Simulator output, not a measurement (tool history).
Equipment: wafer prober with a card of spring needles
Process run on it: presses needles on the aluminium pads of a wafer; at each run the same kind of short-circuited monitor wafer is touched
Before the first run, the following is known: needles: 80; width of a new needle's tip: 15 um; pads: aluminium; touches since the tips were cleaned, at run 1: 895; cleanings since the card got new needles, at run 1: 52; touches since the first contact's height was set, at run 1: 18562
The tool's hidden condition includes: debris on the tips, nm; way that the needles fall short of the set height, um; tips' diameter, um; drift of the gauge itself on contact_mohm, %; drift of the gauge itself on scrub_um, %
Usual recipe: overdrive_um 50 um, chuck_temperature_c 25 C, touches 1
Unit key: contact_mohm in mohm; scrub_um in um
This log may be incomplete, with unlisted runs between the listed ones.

run     day  overdrive_um  chuck_temperature_c  touches  touches since the tips were cleaned  cleanings since the card got new needles  touches since the first contact's height was set  contact_mohm  scrub_um
  1       0            50                   25        1                                  895                                        52                                             18562           171      8.27
      0.438  -- tips cleaned on abrasive film
      0.892  -- tips cleaned on abrasive film
  2   1.008            50                   25        1                                 1385                                        54                                             30563           169      8.29
      1.358  -- tips cleaned on abrasive film
  3   1.454            50                   25        1                                 1147                                        55                                             35847           169      8.28
      1.883  -- tips cleaned on abrasive film
  4   2.117            50                   25        1                                 2794                                        56                                             43747           168      8.28
      2.367  -- tips cleaned on abrasive film
      2.833  -- tips cleaned on abrasive film
  5   3.117            50                   25        1                                 3409                                        58                                             55628           167      8.24
      3.358  -- tips cleaned on abrasive film
  6   3.571            50                   25        1                                 2507                                        59                                             61005           169       8.2
      3.842  -- tips cleaned on abrasive film
       4.35  -- tips cleaned on abrasive film
  7   4.425            50                   25        1                                  904                                        61                                             71169           170      8.21
       4.85  -- tips cleaned on abrasive film
  8   5.092            50                   25        1                                 2929                                        62                                             79134           170      8.19
      5.321  -- tips cleaned on abrasive film
  9   5.567            50                   94        1                                 2979                                        63                                             84768           181      8.18
      5.796  -- tips cleaned on abrasive film
 10   6.208            50                   94        1                                 4951                                        64                                             92426           184      8.21
      6.308  -- tips cleaned on abrasive film
      6.771  -- tips cleaned on abrasive film
 11   6.796            36                   64        2                                  294                                        66                                             99350           181      5.93
      7.242  -- tips cleaned on abrasive film
 12   7.517            37                   41        2                                 3278                                        67                                            107935           176      6.05
      7.742  -- tips cleaned on abrasive film
      8.242  -- tips cleaned on abrasive film
 13   8.242            62                  114        2                                    0                                        69                                            116560           183     10.15
      8.733  -- tips cleaned on abrasive film
 14   8.883            32                   80        2                                 1809                                        70                                            124171           193      5.22
      9.238  -- tips cleaned on abrasive film
 15   9.417            50                   25        2                                 2128                                        71                                            130528           173      8.23
      9.725  -- tips cleaned on abrasive film
 16  10.008            50                   44        2                                 3394                                        72                                            137583           176      8.23
     10.196  -- tips cleaned on abrasive film
 17  10.521            50                   44        2                                 3881                                        73                                            143668           175      8.16
     10.658  -- tips cleaned on abrasive film
     11.162  -- tips cleaned on abrasive film
 18  11.162            50                   44        2                                    0                                        75                                            151252           171      8.17
     11.658  -- tips cleaned on abrasive film
 19  11.767            38                   54        1                                 1296                                        76                                            158462           179       6.2
     12.108  -- height of the first contact set anew
     12.183  -- tips cleaned on abrasive film
 20   12.25            38                   54        1                                  793                                        77                                              1656           178      6.24

Each run again, without the hidden state but with its own random variation kept:
run  scrub_um
  1      8.27
  2       8.3
  3      8.29
  4       8.3
  5      8.27
  6      8.24
  7      8.26
  8      8.24
  9      8.24
 10      8.27
 11      5.98
 12      6.11
 13     10.25
 14      5.28
 15      8.33
 16      8.33
 17      8.26
 18      8.28
 19      6.29
 20      6.33
contact_mohm: within 1 mohm of the measured result in every run.
